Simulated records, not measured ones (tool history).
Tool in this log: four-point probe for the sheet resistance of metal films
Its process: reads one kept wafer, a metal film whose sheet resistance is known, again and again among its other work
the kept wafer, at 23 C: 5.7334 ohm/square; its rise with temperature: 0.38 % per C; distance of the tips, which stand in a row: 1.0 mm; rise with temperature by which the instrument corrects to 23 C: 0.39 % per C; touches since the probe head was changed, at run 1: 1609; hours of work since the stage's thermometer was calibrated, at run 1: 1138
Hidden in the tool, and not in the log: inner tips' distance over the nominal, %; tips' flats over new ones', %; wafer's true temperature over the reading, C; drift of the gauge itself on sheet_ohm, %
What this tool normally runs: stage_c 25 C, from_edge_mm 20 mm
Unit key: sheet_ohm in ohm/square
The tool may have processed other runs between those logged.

run	hour	stage_c	from_edge_mm	touches since the probe head was changed	hours of work since the stage's thermometer was calibrated	sheet_ohm
1	0	25	20	1609	1138	5.740851
2	10.2	25	20	1844	1146	5.741985
3	26.6	25	20	2224	1158	5.740051
4	46.4	25	20	2683	1172	5.73944
5	66.3	25	20	3144	1187	5.741012
6	76.4	25	20	3378	1195	5.740217
# hour 78.1: stage's thermometer calibrated
7	95.9	25	20	3819	13	5.738905
8	112.2	25	6	4196	25	5.815284
9	128.9	25	6	4583	38	5.814784
10	147.4	31	14	5011	51	5.741693
11	164.4	24	4	5404	64	5.915976
# hour 168.5: stage's thermometer calibrated, once more
12	178.3	27	70	5716	7	5.735205
13	186.6	27	70	5907	13	5.734599

Alternative continuations, all from the tool just after run 13; predict every row:
A	199.6	35	5	6208	23	?
B	199.6	27	31	6208	23	?
C	199.6	33	39	6208	23	?
D	199.6	32	4	6208	23	?
E	199.6	18	57	6208	23	?

run	sheet_ohm
A	5.850811
B	5.738854
C	5.733104
D	5.918714
E	5.743503
What these runs would have given with no unlogged condition in the tool:
run	sheet_ohm
A	5.846581
B	5.734702
C	5.728954
D	5.914441
E	5.739353
